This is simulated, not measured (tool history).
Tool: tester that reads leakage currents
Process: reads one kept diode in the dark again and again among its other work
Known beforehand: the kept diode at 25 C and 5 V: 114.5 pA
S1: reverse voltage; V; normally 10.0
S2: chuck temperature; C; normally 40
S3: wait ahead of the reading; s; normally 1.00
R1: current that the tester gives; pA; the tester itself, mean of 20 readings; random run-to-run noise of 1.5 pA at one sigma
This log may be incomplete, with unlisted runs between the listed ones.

{"run": 1, "hour": 0.0, "S1": 10.0, "S2": 40, "S3": 1.0, "R1": 527.28}
{"run": 2, "hour": 30.5, "S1": 3.0, "S2": 40, "S3": 1.0, "R1": 362.15}
{"run": 3, "hour": 81.8, "S1": 10.0, "S2": 40, "S3": 1.0, "R1": 534.83}
{"run": 4, "hour": 149.5, "S1": 10.0, "S2": 40, "S3": 1.0, "R1": 540.77}
{"run": 5, "hour": 209.3, "S1": 10.0, "S2": 40, "S3": 1.0, "R1": 542.43}
{"run": 6, "hour": 255.5, "S1": 10.0, "S2": 40, "S3": 1.0, "R1": 543.78}
{"run": 7, "hour": 312.1, "S1": 10.0, "S2": 40, "S3": 1.0, "R1": 548.06}
{"run": 8, "hour": 365.0, "S1": 10.0, "S2": 40, "S3": 1.0, "R1": 550.09}
{"hour": 372.1, "done": "probe card cleaned and baked"}
{"run": 9, "hour": 404.3, "S1": 3.0, "S2": 25, "S3": 0.54, "R1": 114.97}
{"run": 10, "hour": 463.9, "S1": 10.0, "S2": 21, "S3": 1.22, "R1": 134.96}
{"run": 11, "hour": 525.8, "S1": 10.0, "S2": 53, "S3": 1.22, "R1": 1461.58}
{"hour": 567.9, "done": "probe card cleaned and baked, once more"}
{"run": 12, "hour": 569.7, "S1": 1.3, "S2": 37, "S3": 5.02, "R1": 230.53}
{"run": 13, "hour": 638.8, "S1": 5.6, "S2": 22, "S3": 1.33, "R1": 102.03}
{"run": 14, "hour": 689.7, "S1": 2.5, "S2": 53, "S3": 0.64, "R1": 966.99}

Here are 5 independent what-if runs from the current tool condition. What would each one return?
{"run": "A", "hour": 731.7, "S1": 2.6, "S2": 51, "S3": 0.64, "R1": "?"}
{"run": "B", "hour": 731.7, "S1": 13.4, "S2": 29, "S3": 5.12, "R1": "?"}
{"run": "C", "hour": 731.7, "S1": 10.0, "S2": 41, "S3": 0.71, "R1": "?"}
{"run": "D", "hour": 731.7, "S1": 2.6, "S2": 27, "S3": 0.35, "R1": "?"}
{"run": "E", "hour": 731.7, "S1": 11.5, "S2": 40, "S3": 2.46, "R1": "?"}

run=A R1=845.25
run=B R1=246.16
run=C R1=598.98
run=D R1=126.82
run=E R1=575.02
Without the tool's unlogged condition, the same runs would have read:
run=A R1=764.86
run=B R1=218.37
run=C R1=538.11
run=D R1=112.92
run=E R1=515.94
